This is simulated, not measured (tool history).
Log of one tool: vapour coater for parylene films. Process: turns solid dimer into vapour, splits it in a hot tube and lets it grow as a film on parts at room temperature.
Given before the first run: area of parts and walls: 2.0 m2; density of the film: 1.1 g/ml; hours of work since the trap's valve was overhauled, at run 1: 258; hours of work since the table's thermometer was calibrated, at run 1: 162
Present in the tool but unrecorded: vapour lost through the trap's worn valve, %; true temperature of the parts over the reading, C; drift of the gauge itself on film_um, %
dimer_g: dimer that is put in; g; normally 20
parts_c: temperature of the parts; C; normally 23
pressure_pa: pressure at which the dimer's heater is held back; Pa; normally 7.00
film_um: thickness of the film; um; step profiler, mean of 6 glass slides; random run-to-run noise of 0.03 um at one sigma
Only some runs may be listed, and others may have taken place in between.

run	hour	dimer_g	parts_c	pressure_pa	hours of work since the trap's valve was overhauled	hours of work since the table's thermometer was calibrated	film_um
1	0.0	20	23	7.00	258	162	4.37
2	14.2	20	23	2.95	264	168	4.93
3	26.2	20	23	2.95	269	173	4.89
4	34.5	16	23	7.00	272	176	3.46
5	41.8	16	23	6.00	275	179	3.56
6	56.7	16	29	6.00	282	185	2.62
7	70.2	16	29	6.00	287	191	2.66
8	80.9	20	23	7.00	292	196	4.32
9	97.9	20	23	7.00	299	203	4.31
10	112.1	20	23	7.00	305	209	4.32
11	120.2	20	23	7.00	308	212	4.37
12	129.9	18	20	7.00	312	216	4.47
13	136.9	16	20	2.21	315	219	4.66
14	149.2	20	23	2.43	320	224	5.06
15	156.8	15	23	2.43	324	227	3.76
16	167.4	20	23	3.37	328	232	4.81
17	181.9	20	23	3.37	334	238	4.79
18	189.2	20	23	3.37	337	241	4.75
19	201.7	32	34	3.63	342	246	4.50
20	216.4	32	34	3.63	348	252	4.49
21	233.4	33	34	3.63	356	259	4.62
# hour 243.1: trap's valve overhauled
22	249.9	10	34	4.58	3	265	1.37

4 ways to go on from here, each from the tool as it stands after run 22. What would each give?
A	261.9	16	18	8.26	8	270	?
B	261.9	26	34	4.58	8	270	?
C	261.9	10	27	9.26	8	270	?
D	261.9	28	20	7.00	8	270	?

run	film_um
A	4.30
B	3.52
C	1.76
D	6.87
The same runs, with their run-to-run variation unchanged, on a tool lacking any hidden condition would have given:
run	film_um
A	4.30
B	3.52
C	1.76
D	6.88
